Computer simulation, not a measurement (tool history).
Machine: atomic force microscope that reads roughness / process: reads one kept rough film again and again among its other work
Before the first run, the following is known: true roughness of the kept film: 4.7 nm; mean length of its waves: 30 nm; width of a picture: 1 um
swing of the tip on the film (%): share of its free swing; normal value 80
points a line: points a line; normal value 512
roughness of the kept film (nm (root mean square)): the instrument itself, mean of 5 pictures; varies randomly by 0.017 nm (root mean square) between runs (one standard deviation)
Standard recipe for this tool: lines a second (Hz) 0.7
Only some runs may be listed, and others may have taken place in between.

run	day	lines a second (Hz)	swing of the tip on the film (%)	points a line	roughness of the kept film (nm (root mean square))
1	0	0.7	80	512	3.097
# day 0.267: new tip fitted
2	0.275	0.7	80	512	4.051
3	0.55	0.7	80	512	3.956
4	0.904	0.7	80	512	3.865
5	1.171	0.7	80	512	3.729
6	1.458	0.7	80	512	3.604
7	1.858	0.7	80	512	3.494
8	2.112	0.7	80	549	3.417
9	2.288	0.7	80	549	3.376
10	2.642	3.665	80	512	2.811
11	2.908	0.7	80	638	3.227
# day 2.979: height scale calibrated on a step standard
12	3.358	0.7	80	638	3.087
# day 3.621: new tip fitted
13	3.754	0.7	80	638	4.032
14	3.971	0.7	80	296	3.89
15	4.388	0.7	80	296	3.721
16	4.6	0.7	80	296	3.644
17	5.021	2.715	80	259	3.135
18	5.242	2.715	80	259	3.035
# day 5.579: height scale calibrated on a step standard, once more
19	5.633	0.531	67	398	3.457
20	6.021	2.894	86	317	2.734
21	6.417	2.894	86	317	2.64
22	6.758	1.752	86	317	2.778
# day 6.983: new tip fitted
23	7.167	2.121	86	282	3.51
24	7.383	0.96	85	723	3.769
25	7.775	1.029	72	723	3.762
26	8.038	1.029	72	723	3.674
27	8.412	3.535	57	433	3.498
28	8.7	0.946	85	305	3.316
29	9.067	0.87	68	891	3.375

What if the next run were any one of these 3? Each begins from the tool's condition after run 29:
A	9.283	0.87	73	977	?
B	9.283	0.87	87	891	?
C	9.283	0.7	74	512	?

run	roughness of the kept film (nm (root mean square))
A	3.32
B	3.2
C	3.33
Take away the tool's hidden state, keep each run's random variation, and the runs would have read:
run	roughness of the kept film (nm (root mean square))
A	4.114
B	3.967
C	4.128
